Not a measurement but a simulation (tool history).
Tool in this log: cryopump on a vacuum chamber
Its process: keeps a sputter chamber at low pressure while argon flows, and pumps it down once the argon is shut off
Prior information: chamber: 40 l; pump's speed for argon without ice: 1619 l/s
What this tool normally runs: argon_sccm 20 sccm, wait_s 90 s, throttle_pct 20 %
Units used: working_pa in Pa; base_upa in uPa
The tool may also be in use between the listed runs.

run 1 hour=0 | argon_sccm=20 wait_s=90 throttle_pct=20 | working_pa=0.1051 base_upa=2.8
run 2 hour=40.7 | argon_sccm=20 wait_s=179 throttle_pct=20 | working_pa=0.1049 base_upa=2.52
run 3 hour=97.4 | argon_sccm=20 wait_s=179 throttle_pct=41 | working_pa=0.0524 base_upa=2.61
run 4 hour=136.5 | argon_sccm=20 wait_s=24 throttle_pct=20 | working_pa=0.1051 base_upa=5
run 5 hour=203.1 | argon_sccm=20 wait_s=24 throttle_pct=20 | working_pa=0.1062 base_upa=5.11
run 6 hour=254.3 | argon_sccm=20 wait_s=24 throttle_pct=20 | working_pa=0.1059 base_upa=5.22
run 7 hour=285.7 | argon_sccm=20 wait_s=24 throttle_pct=20 | working_pa=0.1059 base_upa=5.21
run 8 hour=351.8 | argon_sccm=20 wait_s=24 throttle_pct=20 | working_pa=0.1063 base_upa=5.31
run 9 hour=391.3 | argon_sccm=20 wait_s=90 throttle_pct=20 | working_pa=0.1068 base_upa=3.38
run 10 hour=459.7 | argon_sccm=20 wait_s=90 throttle_pct=20 | working_pa=0.1067 base_upa=3.51
run 11 hour=533.8 | argon_sccm=20 wait_s=90 throttle_pct=20 | working_pa=0.1075 base_upa=3.62
run 12 hour=590.1 | argon_sccm=20 wait_s=121 throttle_pct=30 | working_pa=0.0738 base_upa=3.48
run 13 hour=621 | argon_sccm=20 wait_s=121 throttle_pct=30 | working_pa=0.073 base_upa=3.47
run 14 hour=664.3 | argon_sccm=20 wait_s=121 throttle_pct=30 | working_pa=0.0735 base_upa=3.56
-- hour=699 leaking fittings of the chamber tightened, without venting
run 15 hour=704.2 | argon_sccm=20 wait_s=90 throttle_pct=35 | working_pa=0.0625 base_upa=0.95
run 16 hour=766.2 | argon_sccm=20 wait_s=22 throttle_pct=20 | working_pa=0.1087 base_upa=3.35
run 17 hour=835.6 | argon_sccm=10 wait_s=108 throttle_pct=20 | working_pa=0.0549 base_upa=1.04
run 18 hour=885.5 | argon_sccm=10 wait_s=108 throttle_pct=20 | working_pa=0.0528 base_upa=1.06
run 19 hour=941.4 | argon_sccm=17 wait_s=166 throttle_pct=42 | working_pa=0.047 base_upa=0.88
run 20 hour=1011.4 | argon_sccm=17 wait_s=166 throttle_pct=42 | working_pa=0.0469 base_upa=1.02

What if the next run were any one of these 3? Each begins from the tool's condition after run 20:
run A hour=1053.6 | argon_sccm=20 wait_s=40 throttle_pct=20 | working_pa=? base_upa=?
run B hour=1053.6 | argon_sccm=17 wait_s=219 throttle_pct=25 | working_pa=? base_upa=?
run C hour=1053.6 | argon_sccm=20 wait_s=62 throttle_pct=41 | working_pa=? base_upa=?

run=A working_pa=0.1099 base_upa=2.32
run=B working_pa=0.0761 base_upa=0.96
run=C working_pa=0.0566 base_upa=1.74
Without the tool's hidden state the same runs would have given:
run=A working_pa=0.1047 base_upa=1.85
run=B working_pa=0.0717 base_upa=0.48
run=C working_pa=0.0514 base_upa=1.27
